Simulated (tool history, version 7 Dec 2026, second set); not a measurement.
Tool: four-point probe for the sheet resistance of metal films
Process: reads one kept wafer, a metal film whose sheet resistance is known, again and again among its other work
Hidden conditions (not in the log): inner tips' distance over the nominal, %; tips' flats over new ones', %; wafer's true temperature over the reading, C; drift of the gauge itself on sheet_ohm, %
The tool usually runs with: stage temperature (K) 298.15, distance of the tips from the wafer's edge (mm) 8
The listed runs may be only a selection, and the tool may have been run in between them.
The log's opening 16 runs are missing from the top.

| run | hour | stage temperature (K) | distance of the tips from the wafer's edge (mm) | touches since the probe head was changed | hours of work since the stage's thermometer was calibrated | sheet resistance as the instrument gives it (ohm/square) |
|---|---|---|---|---|---|---|
| 17 | 183.9 | 303.15 | 30 | 8907 | 991 | 1.390376 |
| 18 | 195.6 | 300.15 | 9 | 9307 | 998 | 1.406508 |
| 19 | 209.8 | 303.15 | 7 | 9797 | 1007 | 1.412751 |
| 20 | 220.9 | 303.15 | 7 | 10177 | 1015 | 1.412920 |
| 21 | 237.1 | 297.15 | 15 | 10734 | 1025 | 1.400305 |
| 22 | 245.9 | 298.15 | 11 | 11037 | 1031 | 1.403576 |
| 23 | 261.3 | 306.15 | 5 | 11566 | 1041 | 1.432258 |
| 24 | 269.9 | 306.15 | 5 | 11863 | 1046 | 1.432482 |
| 25 | 285.5 | 306.15 | 5 | 12397 | 1057 | 1.432564 |
| 26 | 295.1 | 294.15 | 8 | 12728 | 1063 | 1.416094 |
| 27 | 309.0 | 294.15 | 8 | 13204 | 1072 | 1.416328 |
| 28 | 320.6 | 294.15 | 8 | 13604 | 1079 | 1.416118 |
| 29 | 335.7 | 300.15 | 3 | 14123 | 1089 | 1.512746 |
| 30 | 349.6 | 300.15 | 3 | 14600 | 1098 | 1.512692 |
| 31 | 358.8 | 302.15 | 5 | 14916 | 1104 | 1.436063 |
| 32 | 371.2 | 307.15 | 49 | 15344 | 1112 | 1.385204 |
| 33 | 378.9 | 292.15 | 16 | 15609 | 1117 | 1.404551 |
| 34 | 386.6 | 291.15 | 14 | 15873 | 1122 | 1.407197 |

Consider 3 possible next runs. They are alternatives, not a sequence: every one starts from the tool as it was left by run 34. What does each give?
| A | 396.6 | 301.15 | 5 | 16218 | 1129 | ? |
| B | 396.6 | 304.15 | 7 | 16218 | 1129 | ? |
| C | 396.6 | 297.15 | 8 | 16218 | 1129 | ? |

| run | sheet resistance as the instrument gives it (ohm/square) |
|---|---|
| A | 1.436944 |
| B | 1.412014 |
| C | 1.412830 |
With no hidden state in the tool, these same runs would have given:
| run | sheet resistance as the instrument gives it (ohm/square) |
|---|---|
| A | 1.435099 |
| B | 1.410212 |
| C | 1.410999 |
